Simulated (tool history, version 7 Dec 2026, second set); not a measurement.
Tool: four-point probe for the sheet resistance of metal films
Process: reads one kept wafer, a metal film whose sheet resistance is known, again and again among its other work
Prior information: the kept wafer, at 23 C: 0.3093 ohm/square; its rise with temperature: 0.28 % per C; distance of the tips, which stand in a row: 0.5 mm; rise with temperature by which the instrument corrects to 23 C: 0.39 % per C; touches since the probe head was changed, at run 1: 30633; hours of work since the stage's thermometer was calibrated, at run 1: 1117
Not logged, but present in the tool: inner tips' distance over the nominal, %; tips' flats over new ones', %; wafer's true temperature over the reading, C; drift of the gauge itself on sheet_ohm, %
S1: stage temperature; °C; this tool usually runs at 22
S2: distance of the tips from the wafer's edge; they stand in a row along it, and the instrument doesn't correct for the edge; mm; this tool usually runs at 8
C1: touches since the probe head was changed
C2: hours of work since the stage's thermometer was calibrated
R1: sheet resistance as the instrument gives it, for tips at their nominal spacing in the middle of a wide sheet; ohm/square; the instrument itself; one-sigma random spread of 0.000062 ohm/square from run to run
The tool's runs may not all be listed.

Run 1, hour 0: usual settings; C1 30633; C2 1117. Result: R1 0.309805 ohm/square.
Run 2, hour 80.1: usual settings; C1 34080; C2 1175. Result: R1 0.309953 ohm/square.
Run 3, hour 204: usual settings but S2 47 mm; C1 39408; C2 1264. Result: R1 0.309093 ohm/square.
Run 4, hour 279.2: usual settings but S2 13 mm; C1 42642; C2 1317. Result: R1 0.309335 ohm/square.
Run 5, hour 363.8: usual settings but S2 13 mm; C1 46280; C2 1378. Result: R1 0.309353 ohm/square.
Run 6, hour 489.3: usual settings but S2 7 mm; C1 51675; C2 1468. Result: R1 0.309853 ohm/square.
Run 7, hour 593.7: usual settings but S2 17 mm; C1 56168; C2 1543. Result: R1 0.309012 ohm/square.
Run 8, hour 711.1: usual settings but S2 17 mm; C1 61217; C2 1627. Result: R1 0.308965 ohm/square.
Run 9, hour 775.1: usual settings but S2 26 mm; C1 63968; C2 1673. Result: R1 0.308882 ohm/square.
At hour 846: stage's thermometer calibrated.
Run 10, hour 865.5: usual settings but S1 25 °C, S2 5 mm; C1 67833; C2 14. Result: R1 0.309753 ohm/square.
Run 11, hour 946.7: usual settings but S1 25 °C, S2 5 mm; C1 71325; C2 72. Result: R1 0.309846 ohm/square.
Run 12, hour 1046.2: usual settings but S1 25 °C, S2 5 mm; C1 75608; C2 143. Result: R1 0.309759 ohm/square.
Run 13, hour 1143.3: usual settings but S1 25 °C, S2 5 mm; C1 79784; C2 213. Result: R1 0.309629 ohm/square.
Run 14, hour 1260: usual settings but S1 19 °C, S2 24 mm; C1 84802; C2 297. Result: R1 0.309869 ohm/square.
Run 15, hour 1378.6: usual settings but S1 18 °C, S2 4 mm; C1 89901; C2 381. Result: R1 0.312741 ohm/square.
Run 16, hour 1488.4: usual settings but S1 34 °C, S2 28 mm; C1 94624; C2 460. Result: R1 0.30505 ohm/square.
Run 17, hour 1600.7: usual settings but S1 34 °C, S2 28 mm; C1 99455; C2 541. Result: R1 0.305057 ohm/square.

Some steps in R1, run to run, broken into two amounts with sign: the step expected even without the hidden condition (settings, incoming material, random variation), and the rest, left for the hidden condition together with whatever gauge scatter is not in both the measured and the hidden-condition-free result:
Run 9 -> 10: S1 22 -> 25, S2 26 -> 5, stage's thermometer calibrated. R1 +0.000871 ohm/square: hidden state +0.000305, all else +0.000566.
Run 15 -> 16: S1 18 -> 34, S2 4 -> 28. R1 -0.007691 ohm/square: hidden state -0.000046, all else -0.007645.
